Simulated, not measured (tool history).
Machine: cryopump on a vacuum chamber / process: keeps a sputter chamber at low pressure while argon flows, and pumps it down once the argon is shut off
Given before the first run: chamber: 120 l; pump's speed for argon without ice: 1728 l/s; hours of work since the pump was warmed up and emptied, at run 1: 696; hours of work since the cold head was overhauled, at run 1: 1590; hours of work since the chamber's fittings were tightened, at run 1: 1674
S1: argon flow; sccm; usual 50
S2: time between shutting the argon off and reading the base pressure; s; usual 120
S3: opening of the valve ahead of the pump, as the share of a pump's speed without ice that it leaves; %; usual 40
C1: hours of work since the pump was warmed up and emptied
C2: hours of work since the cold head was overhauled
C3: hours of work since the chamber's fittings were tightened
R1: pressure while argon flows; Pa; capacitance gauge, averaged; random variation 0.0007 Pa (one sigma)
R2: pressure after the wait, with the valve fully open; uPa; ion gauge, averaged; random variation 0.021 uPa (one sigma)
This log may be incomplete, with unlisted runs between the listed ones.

run	day	S1	S2	S3	C1	C2	C3	R1	R2
1	0.000	50	120	40	696	1590	1674	0.1375	2.51
2	1.588	50	120	40	717	1611	1695	0.1363	2.47
3	4.454	50	120	40	755	1649	1733	0.1385	2.66
4	7.412	58	120	40	795	1689	1772	0.1611	2.61
5	11.138	67	120	40	844	1738	1822	0.1873	2.77
# day 13.754: pump warmed up, emptied and cooled again
6	14.017	67	120	40	3	1774	1857	0.1644	2.18
7	16.825	50	37	40	41	1811	1895	0.1232	2.84
8	19.300	50	37	40	74	1844	1928	0.1241	2.95
9	21.879	50	120	40	108	1878	1962	0.1257	2.37
10	24.642	50	120	40	145	1915	1999	0.1254	2.36
11	28.029	50	120	40	190	1960	2044	0.1251	2.37
12	31.750	36	37	19	240	2010	2093	0.1878	3.34
13	35.442	36	37	19	289	2059	2143	0.1881	3.25
14	37.600	50	120	37	317	2088	2171	0.1386	2.65
15	40.533	67	93	24	356	2127	2210	0.2826	2.85
16	42.850	20	46	40	387	2157	2241	0.0514	3.31
17	46.404	20	46	40	435	2205	2288	0.0523	3.41
18	48.392	48	38	40	461	2231	2315	0.1261	3.54
# day 49.550: leaking fittings of the chamber tightened, without venting
19	51.854	60	120	40	506	2276	31	0.1584	0.54

What differs in the tool's unlogged condition from the final listed run ahead of each entry between runs to the first listed run following it?
Runs 5 to 6: pump warmed up, emptied and cooled again (day 13.754)
  pump's speed, % of a pump's without ice: 74.1 -> 99.4; cold plate's temperature, K: 12.63 -> 12.64; leak into the chamber, uPa l/s: 3153 -> 3209
  what was measured, less what the result would be without the hidden state, R1: +0.0240 -> +0.0013 Pa; R2: +2.34 -> +1.73 uPa
Runs 18 to 19: leaking fittings of the chamber tightened, without venting (day 49.550)
  pump's speed, % of a pump's without ice: 86.2 -> 84.9; cold plate's temperature, K: 12.8 -> 12.81; leak into the chamber, uPa l/s: 3905 -> 376
  what was measured, less what the result would be without the hidden state, R1: +0.0084 -> +0.0116 Pa; R2: +2.50 -> +0.09 uPa
